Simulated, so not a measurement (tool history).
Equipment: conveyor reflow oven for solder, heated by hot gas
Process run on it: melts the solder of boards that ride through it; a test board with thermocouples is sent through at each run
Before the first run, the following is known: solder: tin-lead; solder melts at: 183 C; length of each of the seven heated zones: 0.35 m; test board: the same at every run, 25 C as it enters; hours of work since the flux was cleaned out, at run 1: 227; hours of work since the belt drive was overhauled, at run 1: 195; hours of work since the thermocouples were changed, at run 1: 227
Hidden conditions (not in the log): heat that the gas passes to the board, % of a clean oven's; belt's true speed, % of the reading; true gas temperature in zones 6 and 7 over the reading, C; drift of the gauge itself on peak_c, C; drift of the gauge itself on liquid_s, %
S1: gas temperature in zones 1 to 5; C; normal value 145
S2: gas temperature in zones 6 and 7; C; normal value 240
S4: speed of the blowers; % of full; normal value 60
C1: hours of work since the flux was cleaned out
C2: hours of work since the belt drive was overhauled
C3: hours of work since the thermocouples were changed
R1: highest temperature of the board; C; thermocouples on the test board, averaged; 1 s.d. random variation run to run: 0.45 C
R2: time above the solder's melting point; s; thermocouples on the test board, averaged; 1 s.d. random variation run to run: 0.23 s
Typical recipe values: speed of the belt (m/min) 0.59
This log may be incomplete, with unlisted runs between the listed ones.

{"run": 1, "hour": 0.0, "S1": 145, "S2": 240, "speed of the belt (m/min)": 0.59, "S4": 60, "C1": 227, "C2": 195, "C3": 227, "R1": 220.9, "R2": 58.5}
{"run": 2, "hour": 18.4, "S1": 145, "S2": 240, "speed of the belt (m/min)": 0.59, "S4": 60, "C1": 237, "C2": 205, "C3": 237, "R1": 220.9, "R2": 58.4}
{"run": 3, "hour": 28.5, "S1": 145, "S2": 240, "speed of the belt (m/min)": 0.59, "S4": 60, "C1": 242, "C2": 211, "C3": 242, "R1": 220.5, "R2": 58.2}
{"run": 4, "hour": 47.4, "S1": 145, "S2": 240, "speed of the belt (m/min)": 0.59, "S4": 78, "C1": 253, "C2": 221, "C3": 253, "R1": 226.3, "R2": 61.8}
{"run": 5, "hour": 65.9, "S1": 145, "S2": 240, "speed of the belt (m/min)": 0.59, "S4": 76, "C1": 263, "C2": 231, "C3": 263, "R1": 225.2, "R2": 61.3}
{"run": 6, "hour": 82.2, "S1": 145, "S2": 240, "speed of the belt (m/min)": 0.59, "S4": 76, "C1": 272, "C2": 240, "C3": 272, "R1": 225.6, "R2": 61.4}
{"run": 7, "hour": 93.2, "S1": 145, "S2": 240, "speed of the belt (m/min)": 0.59, "S4": 76, "C1": 278, "C2": 246, "C3": 278, "R1": 225.1, "R2": 61.1}
{"run": 8, "hour": 103.6, "S1": 145, "S2": 240, "speed of the belt (m/min)": 0.59, "S4": 76, "C1": 283, "C2": 252, "C3": 283, "R1": 225.3, "R2": 60.9}
{"run": 9, "hour": 124.2, "S1": 145, "S2": 240, "speed of the belt (m/min)": 0.59, "S4": 87, "C1": 295, "C2": 263, "C3": 295, "R1": 226.9, "R2": 62.6}
{"run": 10, "hour": 136.1, "S1": 145, "S2": 240, "speed of the belt (m/min)": 0.59, "S4": 87, "C1": 301, "C2": 270, "C3": 301, "R1": 227.2, "R2": 62.3}
{"run": 11, "hour": 152.9, "S1": 145, "S2": 240, "speed of the belt (m/min)": 0.59, "S4": 74, "C1": 310, "C2": 279, "C3": 310, "R1": 224.6, "R2": 60.6}
{"run": 12, "hour": 173.3, "S1": 145, "S2": 240, "speed of the belt (m/min)": 0.59, "S4": 60, "C1": 321, "C2": 290, "C3": 321, "R1": 219.6, "R2": 57.6}
{"run": 13, "hour": 185.0, "S1": 145, "S2": 240, "speed of the belt (m/min)": 0.59, "S4": 60, "C1": 328, "C2": 296, "C3": 328, "R1": 220.2, "R2": 58.3}
{"run": 14, "hour": 194.9, "S1": 145, "S2": 240, "speed of the belt (m/min)": 0.59, "S4": 60, "C1": 333, "C2": 301, "C3": 333, "R1": 220.2, "R2": 57.3}
{"run": 15, "hour": 208.4, "S1": 145, "S2": 240, "speed of the belt (m/min)": 0.59, "S4": 60, "C1": 340, "C2": 309, "C3": 340, "R1": 220.6, "R2": 57.6}
{"hour": 218.4, "done": "flux residue cleaned out of gas plates and filters"}
{"run": 16, "hour": 226.8, "S1": 145, "S2": 240, "speed of the belt (m/min)": 0.59, "S4": 60, "C1": 5, "C2": 316, "C3": 348, "R1": 221.7, "R2": 59.2}
{"run": 17, "hour": 237.9, "S1": 145, "S2": 240, "speed of the belt (m/min)": 0.478, "S4": 81, "C1": 11, "C2": 322, "C3": 354, "R1": 232.2, "R2": 80}
{"run": 18, "hour": 250.7, "S1": 145, "S2": 240, "speed of the belt (m/min)": 0.478, "S4": 81, "C1": 18, "C2": 329, "C3": 361, "R1": 231.7, "R2": 80.3}
{"run": 19, "hour": 262.9, "S1": 145, "S2": 240, "speed of the belt (m/min)": 0.651, "S4": 60, "C1": 24, "C2": 336, "C3": 367, "R1": 219, "R2": 50.8}
{"run": 20, "hour": 274.7, "S1": 157, "S2": 229, "speed of the belt (m/min)": 0.523, "S4": 51, "C1": 31, "C2": 342, "C3": 374, "R1": 214.1, "R2": 67.9}
{"run": 21, "hour": 295.2, "S1": 137, "S2": 243, "speed of the belt (m/min)": 0.515, "S4": 62, "C1": 42, "C2": 353, "C3": 385, "R1": 227.8, "R2": 69.2}
{"run": 22, "hour": 305.3, "S1": 137, "S2": 239, "speed of the belt (m/min)": 0.522, "S4": 74, "C1": 47, "C2": 359, "C3": 390, "R1": 227.2, "R2": 68.2}
{"run": 23, "hour": 314.4, "S1": 137, "S2": 243, "speed of the belt (m/min)": 0.484, "S4": 74, "C1": 52, "C2": 364, "C3": 395, "R1": 233.1, "R2": 76.8}
{"run": 24, "hour": 334.2, "S1": 137, "S2": 243, "speed of the belt (m/min)": 0.484, "S4": 74, "C1": 63, "C2": 375, "C3": 406, "R1": 231.5, "R2": 76.8}
{"run": 25, "hour": 344.9, "S1": 137, "S2": 243, "speed of the belt (m/min)": 0.484, "S4": 74, "C1": 69, "C2": 380, "C3": 412, "R1": 233, "R2": 76.6}
{"run": 26, "hour": 358.3, "S1": 145, "S2": 242, "speed of the belt (m/min)": 0.59, "S4": 60, "C1": 76, "C2": 388, "C3": 419, "R1": 224, "R2": 60}
{"run": 27, "hour": 368.0, "S1": 154, "S2": 240, "speed of the belt (m/min)": 0.536, "S4": 60, "C1": 81, "C2": 393, "C3": 425, "R1": 226, "R2": 71.9}
{"run": 28, "hour": 379.4, "S1": 154, "S2": 240, "speed of the belt (m/min)": 0.536, "S4": 52, "C1": 88, "C2": 399, "C3": 431, "R1": 223.4, "R2": 69.7}
{"run": 29, "hour": 399.9, "S1": 137, "S2": 228, "speed of the belt (m/min)": 0.59, "S4": 60, "C1": 99, "C2": 410, "C3": 442, "R1": 209.4, "R2": 46.8}
{"run": 30, "hour": 415.8, "S1": 143, "S2": 254, "speed of the belt (m/min)": 0.59, "S4": 55, "C1": 107, "C2": 419, "C3": 451, "R1": 230.8, "R2": 63.8}
{"run": 31, "hour": 425.5, "S1": 158, "S2": 255, "speed of the belt (m/min)": 0.59, "S4": 60, "C1": 113, "C2": 424, "C3": 456, "R1": 236.5, "R2": 71.5}

Per-run results on a tool with no hidden state, each run keeping its own random variation:
run=1 R1=222.9 R2=59.7
run=2 R1=223 R2=59.7
run=3 R1=222.6 R2=59.5
run=4 R1=228.7 R2=62.9
run=5 R1=227.7 R2=62.5
run=6 R1=228.1 R2=62.7
run=7 R1=227.6 R2=62.4
run=8 R1=227.9 R2=62.2
run=9 R1=229.7 R2=63.8
run=10 R1=230 R2=63.5
run=11 R1=227.4 R2=62.1
run=12 R1=222.3 R2=59.3
run=13 R1=223 R2=60
run=14 R1=223 R2=59.1
run=15 R1=223.5 R2=59.4
run=16 R1=222.9 R2=59.7
run=17 R1=233.6 R2=80.3
run=18 R1=233.1 R2=80.6
run=19 R1=220.3 R2=51.4
run=20 R1=215.4 R2=68.6
run=21 R1=229.3 R2=69.7
run=22 R1=228.8 R2=68.8
run=23 R1=234.7 R2=77.3
run=24 R1=233.3 R2=77.3
run=25 R1=234.8 R2=77.1
run=26 R1=225.7 R2=60.7
run=27 R1=227.8 R2=72.5
run=28 R1=225.1 R2=70.4
run=29 R1=211.3 R2=48.2
run=30 R1=232.8 R2=64.5
run=31 R1=238.5 R2=71.9

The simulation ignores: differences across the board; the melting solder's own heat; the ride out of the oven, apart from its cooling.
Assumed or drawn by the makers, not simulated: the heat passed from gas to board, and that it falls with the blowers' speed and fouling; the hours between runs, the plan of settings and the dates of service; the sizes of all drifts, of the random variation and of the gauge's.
